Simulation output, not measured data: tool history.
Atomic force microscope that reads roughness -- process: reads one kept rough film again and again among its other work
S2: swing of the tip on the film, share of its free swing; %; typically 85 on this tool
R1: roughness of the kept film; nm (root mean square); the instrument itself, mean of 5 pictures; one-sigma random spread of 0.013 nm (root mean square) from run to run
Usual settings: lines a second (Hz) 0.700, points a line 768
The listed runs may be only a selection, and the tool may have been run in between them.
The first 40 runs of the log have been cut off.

Run 41, hour 544.5: usual settings but lines a second (Hz) 0.712, S2 67 %, points a line 910. Result: R1 2.801 nm (root mean square).
Run 42, hour 561.7: usual settings but points a line 435. Result: R1 2.672 nm (root mean square).
Run 43, hour 572.3: usual settings but lines a second (Hz) 1.354, points a line 579. Result: R1 2.612 nm (root mean square).
Run 44, hour 585.5: usual settings but lines a second (Hz) 1.354, points a line 483. Result: R1 2.565 nm (root mean square).
Run 45, hour 595.3: usual settings but lines a second (Hz) 1.354, points a line 483. Result: R1 2.511 nm (root mean square).
Run 46, hour 604.7: usual settings but lines a second (Hz) 1.354, points a line 483. Result: R1 2.510 nm (root mean square).
Run 47, hour 618.1: usual settings but lines a second (Hz) 2.264, S2 78 %, points a line 552. Result: R1 2.450 nm (root mean square).
Run 48, hour 634.8: usual settings but S2 78 %, points a line 375. Result: R1 2.470 nm (root mean square).
Run 49, hour 653.2: usual settings but lines a second (Hz) 2.127, S2 78 %, points a line 889. Result: R1 2.376 nm (root mean square).
At hour 661.4: new tip fitted.
Run 50, hour 661.4: usual settings but lines a second (Hz) 1.511, S2 76 %, points a line 492. Result: R1 3.132 nm (root mean square).
Run 51, hour 677.0: usual settings but lines a second (Hz) 1.822, S2 68 %, points a line 633. Result: R1 3.053 nm (root mean square).
Run 52, hour 692.1: usual settings but lines a second (Hz) 2.322, S2 65 %, points a line 379. Result: R1 2.983 nm (root mean square).

4 ways to go on from here, each from the tool as it stands after run 52. What would each give?
Run A, hour 704.1: usual settings but lines a second (Hz) 2.108, S2 59 %, points a line 339. Result: R1 ?.
Run B, hour 704.1: usual settings but S2 76 %, points a line 337. Result: R1 ?.
Run C, hour 704.1: usual settings but S2 78 %, points a line 590. Result: R1 ?.
Run D, hour 704.1: usual settings but lines a second (Hz) 0.711, S2 83 %, points a line 463. Result: R1 ?.

run     R1
  A  2.940
  B  2.945
  C  2.996
  D  2.965
With the hidden condition removed and each run's random variation left untouched, the same runs would have given:
run     R1
  A  3.161
  B  3.166
  C  3.221
  D  3.188
